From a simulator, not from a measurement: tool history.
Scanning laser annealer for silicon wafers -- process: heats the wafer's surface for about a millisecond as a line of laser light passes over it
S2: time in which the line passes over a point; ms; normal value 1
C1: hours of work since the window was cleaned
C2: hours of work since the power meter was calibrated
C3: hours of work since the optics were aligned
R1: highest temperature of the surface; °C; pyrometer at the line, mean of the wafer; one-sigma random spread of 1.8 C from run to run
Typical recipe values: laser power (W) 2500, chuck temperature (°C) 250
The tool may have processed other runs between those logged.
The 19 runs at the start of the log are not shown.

Run 20, hour 1105.3: usual settings but laser power (W) 2560, S2 0.72 ms, chuck temperature (°C) 219; C1 165; C2 3055; C3 384. Result: R1 898 °C.
Run 21, hour 1142.7: usual settings but laser power (W) 2428, S2 1.24 ms; C1 193; C2 3084; C3 412. Result: R1 1125 °C.
Run 22, hour 1196.4: usual settings but laser power (W) 2504, chuck temperature (°C) 223; C1 234; C2 3124; C3 453. Result: R1 1023 °C.
Run 23, hour 1248.2: usual settings but S2 0.93 ms, chuck temperature (°C) 286; C1 273; C2 3164; C3 492. Result: R1 1045 °C.
Run 24, hour 1304.5: usual settings but laser power (W) 2357, S2 1.05 ms, chuck temperature (°C) 285; C1 316; C2 3207; C3 535. Result: R1 1049 °C.
Run 25, hour 1371.1: usual settings but laser power (W) 2357, S2 1.05 ms, chuck temperature (°C) 285; C1 366; C2 3257; C3 585. Result: R1 1046 °C.
Run 26, hour 1437.5: usual settings but laser power (W) 2712, S2 0.79 ms, chuck temperature (°C) 260; C1 417; C2 3308; C3 636. Result: R1 1001 °C.
At hour 1457.1: window over the wafer cleaned.
Run 27, hour 1509.7: usual settings but laser power (W) 2125, S2 1.14 ms, chuck temperature (°C) 214; C1 40; C2 3361; C3 689. Result: R1 949 °C.
Run 28, hour 1566.8: usual settings but laser power (W) 2125, S2 0.96 ms, chuck temperature (°C) 265; C1 83; C2 3404; C3 732. Result: R1 926 °C.
Run 29, hour 1635.3: usual settings but laser power (W) 2134, S2 0.94 ms; C1 135; C2 3456; C3 784. Result: R1 904 °C.
Run 30, hour 1711.8: usual settings but laser power (W) 2134, S2 0.94 ms; C1 193; C2 3514; C3 842. Result: R1 903 °C.
Run 31, hour 1754.9: usual settings but laser power (W) 2532, S2 0.88 ms, chuck temperature (°C) 280; C1 226; C2 3547; C3 875. Result: R1 1028 °C.
Run 32, hour 1794.9: usual settings but laser power (W) 2381, S2 0.96 ms, chuck temperature (°C) 228; C1 256; C2 3577; C3 905. Result: R1 963 °C.
Run 33, hour 1874: usual settings but laser power (W) 2420, S2 0.85 ms, chuck temperature (°C) 272; C1 316; C2 3637; C3 966. Result: R1 965 °C.
Run 34, hour 1946.7: usual settings but laser power (W) 2420, S2 0.85 ms, chuck temperature (°C) 272; C1 372; C2 3692; C3 1021. Result: R1 960 °C.
Run 35, hour 1988: usual settings but laser power (W) 2420, S2 0.85 ms, chuck temperature (°C) 272; C1 403; C2 3724; C3 1052. Result: R1 959 °C.
At hour 2025.2: window over the wafer cleaned.
Run 36, hour 2049.9: usual settings but laser power (W) 2177, S2 0.79 ms, chuck temperature (°C) 220; C1 19; C2 3769; C3 1098. Result: R1 828 °C.
Run 37, hour 2094.4: usual settings but laser power (W) 2177, S2 0.79 ms, chuck temperature (°C) 220; C1 53; C2 3803; C3 1131. Result: R1 826 °C.
Run 38, hour 2141.9: usual settings but laser power (W) 2177, S2 0.79 ms, chuck temperature (°C) 220; C1 89; C2 3839; C3 1167. Result: R1 824 °C.

Branching from run 38: 4 alternative next runs. What would each branch give?
Run A, hour 2175.5: usual settings but laser power (W) 2340, S2 0.99 ms, chuck temperature (°C) 241; C1 114; C2 3865; C3 1193. Result: R1 ?.
Run B, hour 2175.5: usual settings but laser power (W) 2177, S2 1.21 ms, chuck temperature (°C) 241; C1 114; C2 3865; C3 1193. Result: R1 ?.
Run C, hour 2175.5: usual settings but laser power (W) 2260, S2 0.78 ms, chuck temperature (°C) 254; C1 114; C2 3865; C3 1193. Result: R1 ?.
Run D, hour 2175.5: usual settings but laser power (W) 2243, S2 0.74 ms, chuck temperature (°C) 212; C1 114; C2 3865; C3 1193. Result: R1 ?.

run    R1
  A   979
  B  1015
  C   874
  D   810
Had the tool no hidden state, the same runs would have come out as:
run    R1
  A  1004
  B  1041
  C   895
  D   829
